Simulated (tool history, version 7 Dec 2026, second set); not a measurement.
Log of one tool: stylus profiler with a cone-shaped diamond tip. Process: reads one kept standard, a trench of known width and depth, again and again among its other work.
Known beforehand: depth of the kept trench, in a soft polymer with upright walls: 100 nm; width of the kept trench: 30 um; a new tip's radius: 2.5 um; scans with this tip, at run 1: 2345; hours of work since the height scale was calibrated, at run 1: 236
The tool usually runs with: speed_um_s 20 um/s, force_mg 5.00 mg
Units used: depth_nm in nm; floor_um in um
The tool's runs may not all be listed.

| run | hour | speed_um_s | force_mg | scans with this tip | hours of work since the height scale was calibrated | depth_nm | floor_um |
|---|---|---|---|---|---|---|---|
| 1 | 0.0 | 20 | 5.00 | 2345 | 236 | 101.91 | 28.45 |
| 2 | 21.3 | 20 | 5.00 | 2438 | 246 | 101.89 | 28.45 |
| 3 | 37.9 | 20 | 5.00 | 2511 | 253 | 101.90 | 28.46 |
| 4 | 52.9 | 20 | 5.00 | 2578 | 260 | 101.93 | 28.43 |
| 5 | 71.1 | 12 | 5.00 | 2657 | 268 | 101.91 | 28.48 |
| 6 | 81.2 | 12 | 5.00 | 2702 | 272 | 101.90 | 28.45 |
| 7 | 102.1 | 12 | 5.00 | 2793 | 281 | 101.92 | 28.56 |
| 8 | 118.2 | 12 | 5.00 | 2864 | 288 | 101.93 | 28.47 |
| 9 | 130.3 | 25 | 5.00 | 2917 | 294 | 101.93 | 28.43 |
| 10 | 148.6 | 25 | 11.62 | 2998 | 302 | 103.35 | 28.49 |
| 11 | 160.3 | 20 | 5.00 | 3049 | 307 | 101.90 | 28.41 |
| 12 | 176.9 | 20 | 5.00 | 3122 | 314 | 101.91 | 28.42 |
| 13 | 196.4 | 20 | 5.00 | 3208 | 323 | 101.93 | 28.46 |
| 14 | 205.4 | 20 | 2.26 | 3247 | 327 | 101.13 | 28.43 |
| 15 | 222.5 | 20 | 5.00 | 3322 | 334 | 101.96 | 28.46 |
| 16 | 232.0 | 20 | 5.00 | 3364 | 339 | 101.94 | 28.48 |
| 17 | 247.7 | 48 | 5.00 | 3433 | 346 | 101.92 | 28.36 |
| 18 | 262.1 | 48 | 5.00 | 3496 | 352 | 101.93 | 28.30 |
| 19 | 272.9 | 48 | 5.00 | 3544 | 357 | 101.94 | 28.39 |
| 20 | 282.7 | 14 | 5.00 | 3587 | 361 | 101.94 | 28.46 |
| 21 | 300.5 | 20 | 5.00 | 3665 | 369 | 101.94 | 28.50 |
| 22 | 318.7 | 20 | 13.67 | 3745 | 377 | 103.74 | 28.47 |
| 23 | 333.8 | 20 | 13.67 | 3811 | 384 | 103.75 | 28.46 |
| 24 | 348.6 | 20 | 13.67 | 3876 | 390 | 103.70 | 28.45 |
| 25 | 367.2 | 23 | 6.50 | 3958 | 398 | 102.33 | 28.46 |
| 26 | 384.3 | 35 | 1.83 | 4033 | 406 | 101.03 | 28.31 |
| 27 | 394.6 | 35 | 1.83 | 4078 | 411 | 101.04 | 28.31 |
| 28 | 405.0 | 7 | 3.72 | 4124 | 415 | 101.60 | 28.48 |
| 29 | 424.5 | 7 | 1.99 | 4209 | 424 | 101.09 | 28.44 |
| 30 | 434.2 | 17 | 10.41 | 4252 | 428 | 103.14 | 28.43 |
| 31 | 449.3 | 29 | 5.00 | 4318 | 435 | 101.96 | 28.36 |
| 32 | 460.1 | 29 | 5.00 | 4366 | 440 | 101.97 | 28.43 |
| 33 | 475.6 | 11 | 5.00 | 4434 | 446 | 101.94 | 28.49 |
| 34 | 487.3 | 11 | 5.00 | 4485 | 452 | 101.92 | 28.45 |
| 35 | 502.8 | 11 | 5.00 | 4553 | 458 | 101.97 | 28.46 |
| 36 | 518.0 | 19 | 9.06 | 4620 | 465 | 102.87 | 28.44 |
| 37 | 527.5 | 20 | 12.64 | 4662 | 469 | 103.57 | 28.48 |
| 38 | 541.5 | 20 | 6.18 | 4723 | 476 | 102.25 | 28.43 |
| 39 | 551.8 | 20 | 2.80 | 4769 | 480 | 101.38 | 28.41 |
| 40 | 563.8 | 20 | 2.80 | 4821 | 485 | 101.38 | 28.43 |
| 41 | 574.0 | 20 | 2.80 | 4866 | 490 | 101.40 | 28.42 |
| 42 | 594.3 | 36 | 9.62 | 4955 | 499 | 103.04 | 28.42 |
| 43 | 603.6 | 35 | 1.77 | 4996 | 503 | 101.01 | 28.33 |
| 44 | 621.5 | 44 | 8.06 | 5074 | 511 | 102.67 | 28.38 |
| 45 | 640.9 | 13 | 8.21 | 5160 | 519 | 102.70 | 28.41 |
| 46 | 651.0 | 15 | 1.74 | 5204 | 524 | 101.03 | 28.40 |
| 47 | 663.9 | 6 | 3.11 | 5261 | 530 | 101.46 | 28.45 |

3 ways to go on from here, each from the tool as it stands after run 47. What would each give?
| A | 679.6 | 10 | 5.34 | 5329 | 537 | ? | ? |
| B | 679.6 | 12 | 5.00 | 5329 | 537 | ? | ? |
| C | 679.6 | 37 | 4.46 | 5329 | 537 | ? | ? |

| run | depth_nm | floor_um |
|---|---|---|
| A | 102.08 | 28.51 |
| B | 101.97 | 28.45 |
| C | 101.84 | 28.39 |
With no hidden state in the tool, these same runs would have given:
| run | depth_nm | floor_um |
|---|---|---|
| A | 101.96 | 28.62 |
| B | 101.86 | 28.56 |
| C | 101.73 | 28.50 |
